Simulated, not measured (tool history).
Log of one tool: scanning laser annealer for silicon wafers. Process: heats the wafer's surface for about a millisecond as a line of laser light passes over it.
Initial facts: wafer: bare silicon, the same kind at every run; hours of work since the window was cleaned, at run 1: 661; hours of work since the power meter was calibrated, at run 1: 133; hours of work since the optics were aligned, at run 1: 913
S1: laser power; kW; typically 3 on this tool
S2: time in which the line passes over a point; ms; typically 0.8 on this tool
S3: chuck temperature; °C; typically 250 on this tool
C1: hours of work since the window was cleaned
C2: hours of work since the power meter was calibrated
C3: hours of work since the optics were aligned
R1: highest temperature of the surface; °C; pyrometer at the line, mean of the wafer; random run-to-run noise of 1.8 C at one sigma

run,hour,S1,S2,S3,C1,C2,C3,R1
1,0,3,0.8,250,661,133,913,997
2,5.5,3,0.8,250,664,135,916,999
3,11.9,3,0.8,250,667,139,919,998
4,18.9,3,0.8,256,670,142,922,1004
5,27.4,3,0.8,256,674,146,926,1002
6,34.1,3,0.8,256,677,149,930,1003
7,40.7,3,0.8,250,681,152,933,995
8,48.5,3,0.8,250,684,156,937,994
9,56.5,3,0.8,250,688,160,940,994
10,63.6,3,0.657,250,692,164,944,928
11,67.9,3,0.657,250,694,166,946,926
12,73.3,3,0.657,250,696,168,949,924
# hour 82: window over the wafer cleaned
13,82.8,3,0.657,250,0,172,952,926
14,87.1,3,0.8,250,2,174,954,992
15,94.7,3,0.8,250,6,178,958,995
16,101.5,3,0.867,250,9,181,961,1023
17,106,3,0.8,250,12,183,963,997
18,113.2,3,0.8,221,15,187,967,965
19,117,3,0.8,221,17,188,969,969
20,124.3,3,0.8,233,20,192,972,975
21,128.5,3.074,0.642,224,22,194,974,914
22,136.7,3,0.928,215,26,198,978,1018
23,142.5,3.145,0.997,220,29,201,981,1104
24,146.5,3,0.609,250,31,203,983,901
25,152.2,3.109,0.6,218,34,205,986,894

What does the tool deliver on the next run?
26,157.3,3.095,0.8,212,36,208,988,?

R1: 991 °C
Were there no unlogged condition in the tool, this run, its random variation unchanged, would have produced R1 991 °C.
